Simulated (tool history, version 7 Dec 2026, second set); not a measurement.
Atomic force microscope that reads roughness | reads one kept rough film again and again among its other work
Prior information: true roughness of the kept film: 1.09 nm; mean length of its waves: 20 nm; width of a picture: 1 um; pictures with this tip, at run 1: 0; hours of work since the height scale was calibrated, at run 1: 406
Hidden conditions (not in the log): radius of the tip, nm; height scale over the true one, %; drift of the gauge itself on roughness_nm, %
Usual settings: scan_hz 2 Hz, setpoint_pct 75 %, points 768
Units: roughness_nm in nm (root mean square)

run	day	scan_hz	setpoint_pct	points	pictures with this tip	hours of work since the height scale was calibrated	roughness_nm
1	0	2	75	768	0	406	0.903
2	1.296	2	75	497	56	423	0.842
# day 2.296: new tip fitted
3	2.867	2	75	497	24	444	0.871
# day 4.646: new tip fitted
4	4.796	2	75	497	6	469	0.888
# day 6.896: new tip fitted
5	7.096	2	75	497	9	499	0.887
6	8.246	2	75	497	58	514	0.837
# day 9.121: new tip fitted
7	10.104	2	75	768	42	538	0.846
# day 11.375: new tip fitted
8	12.021	2	87	768	27	563	0.807
# day 13.708: new tip fitted
9	14.558	2	87	768	36	596	0.795
# day 16.05: new tip fitted
10	16.321	2	87	768	11	619	0.816
11	18.008	2	87	768	83	642	0.747
# day 18.283: new tip fitted
# day 20.508: new tip fitted
12	20.508	2	87	768	0	674	0.814
13	22.179	2	87	768	71	696	0.77
# day 22.758: new tip fitted
14	23.688	2	75	768	40	715	0.86
# day 25.025: new tip fitted
15	25.258	2	75	768	10	736	0.885
# day 25.508: height scale calibrated on a step standard
# day 27.325: new tip fitted
16	27.325	2	75	768	0	24	0.922
# day 29.588: new tip fitted
17	29.588	2	87	768	0	53	0.833
# day 31.388: height scale calibrated on a step standard, once more
18	31.704	0.53	65	268	88	4	0.883
# day 32: new tip fitted
19	33.917	3.91	75	560	82	33	0.735
# day 34.35: new tip fitted
20	35.812	3.91	75	560	62	58	0.755
# day 36.671: new tip fitted
21	37.817	1.14	64	560	49	84	0.928
# day 38.954: new tip fitted
22	39.646	2	56	463	30	108	0.932
# day 41.258: new tip fitted
23	41.608	0.52	75	768	15	133	0.954
24	43.362	2	75	571	89	156	0.805
# day 43.492: new tip fitted
25	45.538	0.56	75	478	87	185	0.89
# day 45.908: new tip fitted
26	46.929	0.56	75	478	44	203	0.941
27	47.971	0.56	75	703	88	216	0.883
# day 48.125: new tip fitted
28	49.758	0.95	75	768	69	240	0.878
# day 50.488: new tip fitted
29	51.371	2.81	82	294	38	261	0.755
# day 52.704: new tip fitted
30	53.533	2.81	82	412	35	289	0.771
# day 55.1: new tip fitted
31	55.129	3.37	82	274	1	310	0.755
32	57.067	3.29	58	363	84	335	0.854
# day 57.45: new tip fitted
33	59.279	1.09	66	559	78	364	0.899

Some steps in roughness_nm, run to run, broken into two amounts with sign: the step expected even without the hidden condition (settings, incoming material, random variation), and the rest, left for the hidden condition together with whatever gauge scatter is not in both the measured and the hidden-condition-free result:
Run 11 -> 12: new tip fitted, new tip fitted. roughness_nm +0.067 nm (root mean square): hidden state +0.069, all else -0.002.
Run 17 -> 18: scan_hz 2 -> 0.53, setpoint_pct 87 -> 65, points 768 -> 268, height scale calibrated on a step standard, once more. roughness_nm +0.05 nm (root mean square): hidden state -0.091, all else +0.141.
Run 18 -> 19: scan_hz 0.53 -> 3.91, setpoint_pct 65 -> 75, points 268 -> 560, new tip fitted. roughness_nm -0.148 nm (root mean square): hidden state +0.019, all else -0.167.
Run 20 -> 21: scan_hz 3.91 -> 1.14, setpoint_pct 75 -> 64, new tip fitted. roughness_nm +0.173 nm (root mean square): hidden state +0.002, all else +0.171.
Run 23 -> 24: scan_hz 0.52 -> 2, points 768 -> 571. roughness_nm -0.149 nm (root mean square): hidden state -0.064, all else -0.085.
Run 31 -> 32: scan_hz 3.37 -> 3.29, setpoint_pct 82 -> 58, points 274 -> 363. roughness_nm +0.099 nm (root mean square): hidden state -0.075, all else +0.174.
